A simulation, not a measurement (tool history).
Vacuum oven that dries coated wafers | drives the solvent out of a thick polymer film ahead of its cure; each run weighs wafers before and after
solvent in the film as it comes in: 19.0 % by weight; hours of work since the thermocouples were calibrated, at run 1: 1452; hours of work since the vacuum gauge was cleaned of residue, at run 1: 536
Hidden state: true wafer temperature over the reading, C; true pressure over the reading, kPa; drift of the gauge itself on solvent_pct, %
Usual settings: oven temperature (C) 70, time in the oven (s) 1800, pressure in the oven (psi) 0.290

run,hour,oven temperature (C),time in the oven (s),pressure in the oven (psi),hours of work since the thermocouples were calibrated,hours of work since the vacuum gauge was cleaned of residue,solvent left in the film (%)
1,0.0,70,1800,0.290,1452,536,5.80
# hour 60.4: oven's thermocouples calibrated
2,68.5,70,1800,0.290,6,584,5.18
3,114.3,70,1800,0.290,39,617,5.30
4,157.2,70,1800,0.290,70,648,5.25
5,188.3,70,1800,0.290,93,671,5.26
6,252.9,70,1800,0.396,140,718,6.87
7,303.4,70,1800,0.396,177,755,6.98
8,333.4,70,1800,0.396,198,776,6.85
9,362.4,70,1800,0.396,219,798,6.93
10,403.7,70,1980,0.290,250,828,5.25
11,445.5,80,1800,0.290,280,858,3.23
12,506.1,80,1800,0.290,324,902,3.25
13,561.2,80,1800,0.290,364,942,3.20
14,615.7,80,1800,0.290,404,982,3.18
15,684.1,80,2340,0.290,453,1031,3.24
16,738.7,70,1800,0.290,493,1071,5.63
17,787.3,70,1800,0.290,528,1106,5.60
18,827.1,70,1800,0.290,557,1135,5.70
19,861.6,70,1800,0.290,582,1160,5.67
20,916.0,70,1800,0.290,622,1200,5.71
21,980.4,70,1800,0.303,669,1247,5.89
22,1046.0,70,1800,0.303,716,1294,5.97
23,1099.1,70,1800,0.290,755,1333,5.82
24,1169.1,70,2160,0.290,806,1384,5.51
25,1238.0,70,2160,0.290,856,1434,5.58
26,1282.3,79,2160,0.290,888,1466,3.55
27,1341.1,60,1800,0.542,931,1509,15.56
28,1387.6,60,1800,0.542,964,1543,15.66
29,1437.1,70,900,0.154,1000,1579,6.33
30,1503.5,70,900,0.154,1049,1627,6.32
31,1546.6,70,2580,0.154,1080,1658,3.39
32,1612.9,70,1260,0.290,1128,1706,6.95
33,1642.5,70,1920,0.290,1150,1728,5.96
34,1694.2,70,2940,0.941,1187,1765,16.11
35,1752.5,70,2940,0.941,1230,1808,15.93
36,1789.9,70,2940,0.941,1257,1835,16.22
37,1848.8,70,2940,0.941,1300,1878,16.15
38,1916.4,66,1560,0.290,1349,1927,8.47
39,1947.8,55,2820,0.290,1372,1950,13.06
40,2007.1,55,2820,0.290,1415,1993,12.95
41,2047.4,83,1920,0.973,1444,2022,9.83
42,2112.9,73,1680,1.108,1492,2070,16.94
# hour 2118.2: oven's thermocouples calibrated
43,2160.6,70,1800,0.570,31,2103,9.97
44,2195.6,68,1020,0.290,56,2128,8.24
45,2225.5,68,1620,0.860,78,2150,15.53
46,2273.5,82,1920,0.290,113,2185,3.22

Forecast each of these 4 alternatives for the next run:
A,2320.7,82,900,0.290,147,2219,?
B,2320.7,56,1320,0.312,147,2219,?
C,2320.7,82,1020,0.290,147,2219,?
D,2320.7,79,1920,0.290,147,2219,?

run,solvent left in the film (%)
A,3.44
B,14.24
C,3.36
D,3.59
Without the tool's hidden state the same runs would have given:
run,solvent left in the film (%)
A,3.00
B,13.41
C,2.92
D,3.09
